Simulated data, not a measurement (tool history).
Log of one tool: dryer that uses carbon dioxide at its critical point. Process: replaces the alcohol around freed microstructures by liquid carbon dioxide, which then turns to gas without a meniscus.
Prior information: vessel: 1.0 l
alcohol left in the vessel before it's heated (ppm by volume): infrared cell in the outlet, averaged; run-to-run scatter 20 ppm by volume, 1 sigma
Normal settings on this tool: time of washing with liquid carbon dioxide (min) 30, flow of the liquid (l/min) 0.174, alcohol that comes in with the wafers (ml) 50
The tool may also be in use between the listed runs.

| run | hour | time of washing with liquid carbon dioxide (min) | flow of the liquid (l/min) | alcohol that comes in with the wafers (ml) | alcohol left in the vessel before it's heated (ppm by volume) |
|---|---|---|---|---|---|
| 1 | 0 | 30 | 0.174 | 50 | 1991 |
| 2 | 15.7 | 30 | 0.174 | 50 | 1989 |
| 3 | 31.7 | 30 | 0.174 | 27 | 1135 |
| 4 | 55.7 | 30 | 0.174 | 103 | 4182 |
| 5 | 76.9 | 30 | 0.174 | 103 | 4196 |
| 6 | 89.8 | 30 | 0.174 | 103 | 4196 |
| 7 | 103.9 | 30 | 0.174 | 103 | 4279 |
| 8 | 114.1 | 28 | 0.174 | 50 | 2556 |
| 9 | 128 | 30 | 0.174 | 50 | 2072 |
| 10 | 139.9 | 21 | 0.248 | 62 | 2872 |
| 11 | 150.7 | 30 | 0.121 | 95 | 10054 |
| 12 | 162.3 | 45 | 0.143 | 95 | 1935 |
| 13 | 182.2 | 45 | 0.143 | 95 | 1958 |
| 14 | 198.6 | 45 | 0.143 | 95 | 1924 |
| 15 | 216.3 | 45 | 0.252 | 50 | 129 |
| 16 | 239.9 | 36 | 0.204 | 28 | 438 |
| 17 | 250.8 | 25 | 0.174 | 43 | 3337 |

Consider 3 possible next runs. They are alternatives, not a sequence: every one starts from the tool as it was left by run 17. What does each give?
|  | 265.8 | inlet filter changed |
| A | 273 | 30 | 0.174 | 60 | ? |
|  | 265.8 | inlet filter changed |
| B | 273 | 25 | 0.174 | 111 | ? |
|  | 265.8 | inlet filter changed |
| C | 273 | 38 | 0.214 | 26 | ? |

| run | alcohol left in the vessel before it's heated (ppm by volume) |
|---|---|
| A | 1584 |
| B | 5347 |
| C | 151 |
Stripped of hidden state, with their random variation kept, the same runs would have yielded:
| run | alcohol left in the vessel before it's heated (ppm by volume) |
|---|---|
| A | 1505 |
| B | 5229 |
| C | 89 |

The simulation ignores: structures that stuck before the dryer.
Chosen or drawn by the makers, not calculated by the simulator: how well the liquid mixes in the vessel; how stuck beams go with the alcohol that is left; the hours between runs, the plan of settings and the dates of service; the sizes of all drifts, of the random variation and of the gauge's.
